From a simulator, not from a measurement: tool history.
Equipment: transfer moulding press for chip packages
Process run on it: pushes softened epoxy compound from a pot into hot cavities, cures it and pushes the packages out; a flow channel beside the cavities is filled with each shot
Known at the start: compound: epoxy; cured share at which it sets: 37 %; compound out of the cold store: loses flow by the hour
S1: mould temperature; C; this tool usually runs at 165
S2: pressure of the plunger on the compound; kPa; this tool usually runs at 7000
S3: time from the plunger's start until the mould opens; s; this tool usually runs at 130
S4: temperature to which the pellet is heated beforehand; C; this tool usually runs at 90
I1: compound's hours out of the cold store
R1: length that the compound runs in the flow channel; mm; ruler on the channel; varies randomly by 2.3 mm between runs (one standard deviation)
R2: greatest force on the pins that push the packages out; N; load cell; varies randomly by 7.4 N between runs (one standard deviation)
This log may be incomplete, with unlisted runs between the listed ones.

{"run": 1, "hour": 0.0, "S1": 165, "S2": 7000, "S3": 130, "S4": 90, "I1": 33.5, "R1": 778, "R2": 542}
{"hour": 25.7, "done": "cavities cleaned with cleaning compound and waxed"}
{"run": 2, "hour": 33.9, "S1": 165, "S2": 7000, "S3": 130, "S4": 80, "I1": 27.7, "R1": 804, "R2": 364}
{"run": 3, "hour": 62.8, "S1": 165, "S2": 7000, "S3": 130, "S4": 80, "I1": 32.1, "R1": 779, "R2": 467}
{"run": 4, "hour": 109.4, "S1": 165, "S2": 7000, "S3": 150, "S4": 90, "I1": 14.5, "R1": 861, "R2": 473}
{"hour": 151.2, "done": "cavities cleaned with cleaning compound and waxed"}
{"run": 5, "hour": 151.2, "S1": 165, "S2": 7000, "S3": 150, "S4": 90, "I1": 27.6, "R1": 795, "R2": 290}
{"run": 6, "hour": 176.0, "S1": 165, "S2": 7000, "S3": 150, "S4": 90, "I1": 17.4, "R1": 845, "R2": 388}
{"run": 7, "hour": 219.6, "S1": 165, "S2": 7000, "S3": 150, "S4": 90, "I1": 40.3, "R1": 735, "R2": 464}
{"run": 8, "hour": 274.1, "S1": 165, "S2": 7000, "S3": 150, "S4": 90, "I1": 22.9, "R1": 813, "R2": 512}
{"hour": 279.9, "done": "cavities cleaned with cleaning compound and waxed"}
{"run": 9, "hour": 319.5, "S1": 165, "S2": 7000, "S3": 150, "S4": 90, "I1": 8, "R1": 890, "R2": 431}
{"run": 10, "hour": 362.2, "S1": 165, "S2": 7000, "S3": 150, "S4": 90, "I1": 17.4, "R1": 841, "R2": 490}
{"hour": 366.5, "done": "mould's thermocouples calibrated"}
{"run": 11, "hour": 401.9, "S1": 165, "S2": 7000, "S3": 146, "S4": 90, "I1": 21.1, "R1": 817, "R2": 506}
{"hour": 408.2, "done": "cavities cleaned with cleaning compound and waxed"}
{"run": 12, "hour": 445.2, "S1": 165, "S2": 7000, "S3": 146, "S4": 90, "I1": 26.9, "R1": 785, "R2": 415}
{"run": 13, "hour": 501.3, "S1": 165, "S2": 7000, "S3": 146, "S4": 90, "I1": 36, "R1": 744, "R2": 483}
{"hour": 536.1, "done": "cavities cleaned with cleaning compound and waxed"}
{"run": 14, "hour": 538.9, "S1": 165, "S2": 7000, "S3": 146, "S4": 90, "I1": 29.1, "R1": 773, "R2": 319}
{"run": 15, "hour": 580.5, "S1": 165, "S2": 8760, "S3": 125, "S4": 90, "I1": 26.2, "R1": 879, "R2": 504}
{"run": 16, "hour": 632.4, "S1": 169, "S2": 5960, "S3": 156, "S4": 82, "I1": 15.4, "R1": 764, "R2": 492}
{"hour": 643.4, "done": "mould's thermocouples calibrated, once more"}
{"hour": 653.9, "done": "plunger's sealing rings changed"}
{"hour": 669.0, "done": "cavities cleaned with cleaning compound and waxed"}
{"run": 17, "hour": 669.0, "S1": 169, "S2": 7000, "S3": 130, "S4": 94, "I1": 34.4, "R1": 767, "R2": 283}
{"run": 18, "hour": 709.0, "S1": 159, "S2": 6090, "S3": 120, "S4": 90, "I1": 15.8, "R1": 819, "R2": 703}
{"run": 19, "hour": 733.7, "S1": 159, "S2": 7210, "S3": 123, "S4": 93, "I1": 45.1, "R1": 745, "R2": 665}
{"run": 20, "hour": 761.6, "S1": 159, "S2": 7210, "S3": 123, "S4": 93, "I1": 34.4, "R1": 796, "R2": 707}
{"hour": 794.3, "done": "cavities cleaned with cleaning compound and waxed"}
{"run": 21, "hour": 794.3, "S1": 165, "S2": 7630, "S3": 133, "S4": 91, "I1": 9.1, "R1": 942, "R2": 299}
{"run": 22, "hour": 840.8, "S1": 165, "S2": 7280, "S3": 130, "S4": 90, "I1": 43.5, "R1": 741, "R2": 467}
{"run": 23, "hour": 882.2, "S1": 165, "S2": 7280, "S3": 130, "S4": 90, "I1": 14.9, "R1": 884, "R2": 544}

Forecast run 24:
{"run": 24, "hour": 910.5, "S1": 170, "S2": 7000, "S3": 145, "S4": 90, "I1": 25.7, "R1": "?", "R2": "?"}

R1: 795 mm
R2: 490 N
Take away the tool's hidden state, keep the run-to-run variation as it was, and the same run would have given R1 809 mm, R2 277 N.
